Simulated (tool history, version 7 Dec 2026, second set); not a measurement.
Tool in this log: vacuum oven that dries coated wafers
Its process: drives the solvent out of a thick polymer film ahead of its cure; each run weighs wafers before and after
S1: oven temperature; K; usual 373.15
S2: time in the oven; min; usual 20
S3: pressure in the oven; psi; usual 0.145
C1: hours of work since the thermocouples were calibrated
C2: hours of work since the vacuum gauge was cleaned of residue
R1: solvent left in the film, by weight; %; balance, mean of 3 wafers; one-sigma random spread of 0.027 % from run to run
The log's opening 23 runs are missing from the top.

Run 24, hour 1635.7: usual settings but S2 28 min; C1 818; C2 366. Result: R1 0.75 %.
Run 25, hour 1729.0: usual settings but S1 375.15 K, S2 15 min; C1 883; C2 432. Result: R1 1.80 %.
Run 26, hour 1812.0: usual settings but S1 384.15 K, S2 15 min; C1 942; C2 490. Result: R1 0.93 %.
Run 27, hour 1885.1: usual settings but S1 380.15 K, S2 15 min, S3 0.270 psi; C1 993; C2 542. Result: R1 1.61 %.
Run 28, hour 1960.3: usual settings but S2 21 min, S3 0.100 psi; C1 1046; C2 594. Result: R1 1.05 %.
Run 29, hour 2016.5: usual settings but S2 21 min, S3 0.100 psi; C1 1085; C2 634. Result: R1 1.07 %.
Run 30, hour 2098.9: usual settings but S1 385.15 K, S2 19 min, S3 0.080 psi; C1 1143; C2 692. Result: R1 0.38 %.
Run 31, hour 2161.2: usual settings but S1 380.15 K, S3 0.135 psi; C1 1187; C2 736. Result: R1 0.70 %.
Run 32, hour 2204.6: usual settings but S1 369.15 K, S2 14 min, S3 0.135 psi; C1 1218; C2 766. Result: R1 2.97 %.
Run 33, hour 2264.7: usual settings but S1 369.15 K, S2 14 min, S3 0.135 psi; C1 1260; C2 808. Result: R1 2.97 %.
Run 34, hour 2330.4: usual settings but S3 0.088 psi; C1 1306; C2 855. Result: R1 1.16 %.
Run 35, hour 2380.2: usual settings but S1 363.15 K, S2 17 min, S3 0.438 psi; C1 1341; C2 890. Result: R1 4.58 %.
Run 36, hour 2483.6: usual settings but S1 372.15 K; C1 1414; C2 962. Result: R1 1.45 %.
Run 37, hour 2563.3: usual settings but S1 382.15 K, S3 0.258 psi; C1 1470; C2 1018. Result: R1 0.95 %.
Run 38, hour 2645.4: usual settings but S2 17 min; C1 1528; C2 1076. Result: R1 1.72 %.
Run 39, hour 2737.5: usual settings but S2 17 min; C1 1592; C2 1141. Result: R1 1.77 %.
Run 40, hour 2787.7: usual settings but S2 17 min; C1 1628; C2 1176. Result: R1 1.70 %.
Run 41, hour 2857.6: usual settings but S1 385.15 K, S2 26 min; C1 1677; C2 1225. Result: R1 0.37 %.
Run 42, hour 2920.3: usual settings but S1 374.15 K, S2 22 min; C1 1721; C2 1269. Result: R1 0.96 %.
Run 43, hour 2984.9: usual settings but S1 374.15 K, S2 22 min; C1 1766; C2 1315. Result: R1 1.06 %.
At hour 3009.9: oven's thermocouples calibrated.
Run 44, hour 3073.1: usual settings but S1 374.15 K, S2 22 min; C1 44; C2 1376. Result: R1 0.99 %.
Run 45, hour 3166.5: usual settings but S1 380.15 K, S2 26 min; C1 110; C2 1441. Result: R1 0.49 %.
Run 46, hour 3246.6: usual settings but S1 372.15 K; C1 166; C2 1498. Result: R1 1.44 %.
Run 47, hour 3299.3: usual settings but S1 372.15 K; C1 204; C2 1535. Result: R1 1.43 %.

What if the next run were any one of these 4? Each begins from the tool's condition after run 47:
Run A, hour 3401.6: usual settings but S1 378.15 K, S2 24 min, S3 0.302 psi; C1 275; C2 1607. Result: R1 ?.
Run B, hour 3401.6: usual settings but S1 371.15 K, S2 35 min, S3 0.091 psi; C1 275; C2 1607. Result: R1 ?.
Run C, hour 3401.6: usual settings but S1 368.15 K; C1 275; C2 1607. Result: R1 ?.
Run D, hour 3401.6: usual settings but S1 372.15 K; C1 275; C2 1607. Result: R1 ?.

run    R1
  A  1.11
  B  0.44
  C  1.97
  D  1.40
With the hidden condition removed and each run's random variation left untouched, the same runs would have given:
run    R1
  A  1.11
  B  0.43
  C  1.97
  D  1.39

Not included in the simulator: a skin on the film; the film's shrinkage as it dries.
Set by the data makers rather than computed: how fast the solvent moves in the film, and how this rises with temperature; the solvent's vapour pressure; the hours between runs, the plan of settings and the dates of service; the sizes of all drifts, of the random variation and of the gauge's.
